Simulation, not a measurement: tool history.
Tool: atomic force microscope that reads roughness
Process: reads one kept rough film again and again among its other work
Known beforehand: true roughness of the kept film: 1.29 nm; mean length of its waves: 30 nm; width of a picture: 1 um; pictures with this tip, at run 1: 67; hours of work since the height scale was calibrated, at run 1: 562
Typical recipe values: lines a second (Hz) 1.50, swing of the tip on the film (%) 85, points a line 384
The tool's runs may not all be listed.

run,hour,lines a second (Hz),swing of the tip on the film (%),points a line,pictures with this tip,hours of work since the height scale was calibrated,roughness of the kept film (nm (root mean square))
1,0.0,1.50,85,384,67,562,1.069
2,62.8,1.50,85,384,128,600,1.033
3,99.1,1.50,85,384,163,622,1.011
4,135.0,1.50,85,384,198,643,0.992
# hour 141.0: new tip fitted
5,162.4,1.50,85,384,21,659,1.109
6,201.8,1.50,85,525,59,683,1.088
7,256.3,1.50,85,525,112,716,1.036
8,319.2,1.50,85,463,174,754,1.007
# hour 351.8: new tip fitted
9,354.4,1.50,85,463,2,775,1.109
10,412.7,1.50,85,463,59,810,1.067
11,451.6,1.50,85,463,97,833,1.045
12,513.6,1.50,85,384,158,871,1.020
# hour 564.1: new tip fitted
13,570.0,1.50,85,384,5,904,1.108
14,614.4,1.50,85,384,49,931,1.070
15,659.9,1.50,85,384,93,959,1.041
16,692.9,1.50,82,384,125,979,1.039
17,736.9,1.50,82,384,168,1005,1.016
# hour 774.1: new tip fitted
18,787.0,1.50,82,384,13,1035,1.121
19,819.6,1.50,82,384,44,1055,1.087
20,857.1,1.50,82,384,81,1077,1.074
21,911.3,0.56,85,345,134,1110,1.076
22,968.5,0.56,85,491,190,1144,1.048
# hour 982.8: new tip fitted
23,1009.8,0.61,69,501,26,1169,1.177
24,1066.5,2.92,61,384,82,1203,1.090
25,1118.1,2.92,61,491,132,1234,1.062
26,1166.8,2.42,74,572,180,1263,1.006
# hour 1192.2: new tip fitted
27,1192.9,2.42,74,572,1,1279,1.122
28,1249.0,2.42,61,997,55,1313,1.124
29,1289.7,2.42,61,997,95,1337,1.093
30,1351.4,1.49,57,281,155,1374,1.065
31,1392.0,0.56,57,448,195,1399,1.068
# hour 1400.5: new tip fitted
32,1418.3,0.56,57,448,17,1414,1.179
33,1454.3,2.76,79,490,52,1436,1.037
34,1506.0,3.24,85,753,103,1467,0.949
35,1553.7,3.24,85,753,149,1496,0.924
36,1599.8,3.24,85,753,194,1524,0.893
# hour 1609.0: new tip fitted
37,1636.5,1.05,85,782,26,1546,1.129
38,1669.6,1.50,78,650,59,1566,1.089
39,1704.8,1.50,78,411,93,1587,1.061

What if the next run were any one of these 3? Each begins from the tool's condition after run 39:
A,1745.9,2.63,81,579,133,1612,?
B,1745.9,0.60,85,384,133,1612,?
C,1745.9,1.50,69,411,133,1612,?

run,roughness of the kept film (nm (root mean square))
A,0.981
B,1.063
C,1.052
Without the tool's hidden state the same runs would have given:
run,roughness of the kept film (nm (root mean square))
A,1.098
B,1.190
C,1.179
